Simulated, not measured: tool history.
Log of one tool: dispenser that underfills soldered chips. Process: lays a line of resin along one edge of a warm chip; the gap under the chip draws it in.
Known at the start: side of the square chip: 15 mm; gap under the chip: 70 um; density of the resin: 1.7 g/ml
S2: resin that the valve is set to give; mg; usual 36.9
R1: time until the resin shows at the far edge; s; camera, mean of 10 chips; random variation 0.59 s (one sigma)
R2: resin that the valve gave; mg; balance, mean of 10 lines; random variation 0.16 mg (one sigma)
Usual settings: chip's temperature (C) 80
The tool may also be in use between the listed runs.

run 1 day=0.000 | chip's_temperature_(C)=80 S2=36.9 | R1=65.8 R2=35.94
-- day=0.229 new syringe of resin
run 2 day=0.304 | chip's_temperature_(C)=80 S2=36.9 | R1=58.1 R2=35.82
-- day=0.654 new syringe of resin
run 3 day=0.654 | chip's_temperature_(C)=80 S2=44.8 | R1=52.3 R2=43.10
-- day=1.067 new syringe of resin
run 4 day=1.146 | chip's_temperature_(C)=80 S2=44.8 | R1=55.9 R2=42.85
-- day=1.475 new syringe of resin
run 5 day=1.475 | chip's_temperature_(C)=80 S2=44.8 | R1=52.3 R2=42.47
-- day=1.921 new syringe of resin
run 6 day=2.062 | chip's_temperature_(C)=76 S2=36.9 | R1=75.2 R2=34.70
-- day=2.346 new syringe of resin
run 7 day=2.429 | chip's_temperature_(C)=68 S2=36.9 | R1=104.2 R2=34.57
-- day=2.779 new syringe of resin
run 8 day=2.842 | chip's_temperature_(C)=82 S2=36.9 | R1=55.0 R2=34.15
-- day=2.983 dispensing valve cleaned and set on the balance
run 9 day=3.188 | chip's_temperature_(C)=82 S2=36.9 | R1=74.0 R2=36.78
-- day=3.233 new syringe of resin
-- day=3.646 new syringe of resin
run 10 day=3.658 | chip's_temperature_(C)=82 S2=36.9 | R1=49.7 R2=36.47
-- day=4.058 new syringe of resin
run 11 day=4.058 | chip's_temperature_(C)=81 S2=45.5 | R1=49.0 R2=44.53
-- day=4.483 new syringe of resin
run 12 day=4.483 | chip's_temperature_(C)=81 S2=45.5 | R1=49.8 R2=44.23
-- day=4.917 new syringe of resin
run 13 day=4.950 | chip's_temperature_(C)=70 S2=44.5 | R1=83.9 R2=43.50

5 ways to go on from here, each from the tool as it stands after run 13. What would each give?
-- day=5.017 stage's temperature calibrated
run A day=5.262 | chip's_temperature_(C)=70 S2=38.8 | R1=? R2=?
-- day=5.017 stage's temperature calibrated
run B day=5.262 | chip's_temperature_(C)=73 S2=41.3 | R1=? R2=?
-- day=5.017 stage's temperature calibrated
run C day=5.262 | chip's_temperature_(C)=70 S2=32.1 | R1=? R2=?
-- day=5.017 stage's temperature calibrated
run D day=5.262 | chip's_temperature_(C)=67 S2=39.6 | R1=? R2=?
-- day=5.017 stage's temperature calibrated
run E day=5.262 | chip's_temperature_(C)=68 S2=38.7 | R1=? R2=?

run=A R1=111.3 R2=37.31
run=B R1=96.9 R2=39.85
run=C R1=119.4 R2=30.91
run=D R1=126.9 R2=38.18
run=E R1=120.8 R2=37.25
Without the tool's hidden state the same runs would have given:
run=A R1=77.8 R2=38.78
run=B R1=67.9 R2=41.43
run=C R1=82.8 R2=32.14
run=D R1=88.7 R2=39.69
run=E R1=84.4 R2=38.73
